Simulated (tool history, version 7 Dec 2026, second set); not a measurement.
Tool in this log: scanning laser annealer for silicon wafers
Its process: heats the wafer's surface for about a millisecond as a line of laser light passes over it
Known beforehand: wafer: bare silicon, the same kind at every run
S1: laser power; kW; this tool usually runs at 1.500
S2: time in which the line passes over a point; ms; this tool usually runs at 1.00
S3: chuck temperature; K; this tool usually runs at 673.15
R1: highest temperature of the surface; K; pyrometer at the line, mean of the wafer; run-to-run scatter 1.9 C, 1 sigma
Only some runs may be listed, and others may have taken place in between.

run   hour     S1    S2      S3       R1
  1    0.0  1.500  1.00  673.15  1384.15
  2   15.4  1.500  1.00  673.15  1389.15
  3   36.4  1.500  1.00  673.15  1388.15
  4   57.0  1.500  1.00  673.15  1388.15
  5   80.8  1.500  1.00  673.15  1383.15
  6   99.0  1.500  1.00  673.15  1383.15
  7  109.3  1.500  1.00  673.15  1384.15
  8  129.4  1.500  1.00  673.15  1377.15
  9  152.7  1.500  1.00  673.15  1378.15
 10  164.6  1.500  1.00  673.15  1381.15
 11  183.4  1.500  1.00  673.15  1380.15
 12  206.2  1.500  1.00  673.15  1380.15
 13  223.9  1.500  1.00  673.15  1382.15
 14  235.5  1.500  1.00  673.15  1380.15
 15  257.1  1.500  0.92  637.15  1306.15
 16  268.4  1.500  0.92  637.15  1311.15
 17  278.6  1.315  0.93  642.15  1222.15
 18  297.5  1.315  0.93  642.15  1222.15
 19  307.8  1.401  0.95  642.15  1277.15
     323.2  -- window over the wafer cleaned
 20  334.3  1.545  0.95  705.15  1452.15
 21  345.1  1.545  0.95  705.15  1451.15
 22  356.3  1.341  0.77  703.15  1265.15
 23  372.0  1.282  1.00  669.15  1283.15
 24  395.0  1.294  1.00  669.15  1295.15
 25  413.6  1.408  1.00  675.15  1362.15

A few steps of R1 between consecutive runs. Split each: what settings, incoming material and random variation would produce without the hidden state, and what is left over for the hidden state, along with gauge scatter present in only one of the two compared results (measured, and without hidden state):
The hidden state here: light that passes the window, % of a clean one's; laser's true power over the reading, %; width of the line over the set one, %; drift of the gauge itself on peak_c, C.
Run 16 -> 17: S1 1.500 -> 1.315, S2 0.92 -> 0.93, S3 637.15 -> 642.15. R1 -89.00 K: hidden state +5.00, all else -94.00.
Run 19 -> 20: S1 1.401 -> 1.545, S3 642.15 -> 705.15, window over the wafer cleaned. R1 +175.00 K: hidden state +33.00, all else +142.00.
Run 21 -> 22: S1 1.545 -> 1.341, S2 0.95 -> 0.77, S3 705.15 -> 703.15. R1 -186.00 K: hidden state +2.00, all else -188.00.
